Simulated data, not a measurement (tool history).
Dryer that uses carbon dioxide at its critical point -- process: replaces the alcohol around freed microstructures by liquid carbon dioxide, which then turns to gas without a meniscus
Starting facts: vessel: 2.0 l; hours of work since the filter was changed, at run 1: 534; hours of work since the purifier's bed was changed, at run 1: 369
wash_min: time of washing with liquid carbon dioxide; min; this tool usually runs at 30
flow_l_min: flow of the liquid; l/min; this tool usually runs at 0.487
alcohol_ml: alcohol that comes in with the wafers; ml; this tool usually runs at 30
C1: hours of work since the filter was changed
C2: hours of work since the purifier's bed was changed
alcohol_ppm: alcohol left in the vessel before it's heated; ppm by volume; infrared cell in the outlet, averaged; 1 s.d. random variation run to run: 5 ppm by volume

Run 1, day 0.000: usual settings; C1 534; C2 369. Result: alcohol_ppm 123 ppm by volume.
Run 2, day 0.692: usual settings; C1 542; C2 376. Result: alcohol_ppm 122 ppm by volume.
At day 1.017: inlet filter changed.
Run 3, day 1.712: usual settings; C1 8; C2 387. Result: alcohol_ppm 96 ppm by volume.
Run 4, day 2.650: usual settings; C1 18; C2 398. Result: alcohol_ppm 96 ppm by volume.
Run 5, day 3.079: usual settings; C1 23; C2 402. Result: alcohol_ppm 95 ppm by volume.
Run 6, day 4.000: usual settings but alcohol_ml 22 ml; C1 33; C2 413. Result: alcohol_ppm 90 ppm by volume.
Run 7, day 4.792: usual settings but wash_min 34 min, flow_l_min 0.400 l/min, alcohol_ml 28 ml; C1 42; C2 421. Result: alcohol_ppm 105 ppm by volume.
Run 8, day 5.792: usual settings but wash_min 25 min, flow_l_min 0.795 l/min, alcohol_ml 22 ml; C1 53; C2 433. Result: alcohol_ppm 84 ppm by volume.
Run 9, day 6.575: usual settings but wash_min 27 min, flow_l_min 0.372 l/min, alcohol_ml 39 ml; C1 62; C2 441. Result: alcohol_ppm 303 ppm by volume.
Run 10, day 7.079: usual settings but wash_min 19 min, flow_l_min 0.817 l/min, alcohol_ml 78 ml; C1 67; C2 447. Result: alcohol_ppm 130 ppm by volume.
Run 11, day 7.575: usual settings but flow_l_min 0.751 l/min; C1 73; C2 452. Result: alcohol_ppm 86 ppm by volume.
Run 12, day 8.062: usual settings but flow_l_min 0.751 l/min, alcohol_ml 33 ml; C1 78; C2 458. Result: alcohol_ppm 93 ppm by volume.

Branching from run 12: 4 alternative next runs. What would each branch give?
Run A, day 8.933: usual settings but flow_l_min 0.636 l/min, alcohol_ml 84 ml; C1 88; C2 467. Result: alcohol_ppm ?.
Run B, day 8.933: usual settings but wash_min 39 min, alcohol_ml 101 ml; C1 88; C2 467. Result: alcohol_ppm ?.
Run C, day 8.933: usual settings but flow_l_min 0.517 l/min; C1 88; C2 467. Result: alcohol_ppm ?.
Run D, day 8.933: usual settings but wash_min 35 min, flow_l_min 0.429 l/min, alcohol_ml 24 ml; C1 88; C2 467. Result: alcohol_ppm ?.

run  alcohol_ppm
  A          103
  B          100
  C           97
  D          101
The same runs, with their run-to-run variation unchanged, on a tool lacking any hidden condition would have given:
run  alcohol_ppm
  A           16
  B           14
  C           11
  D           14
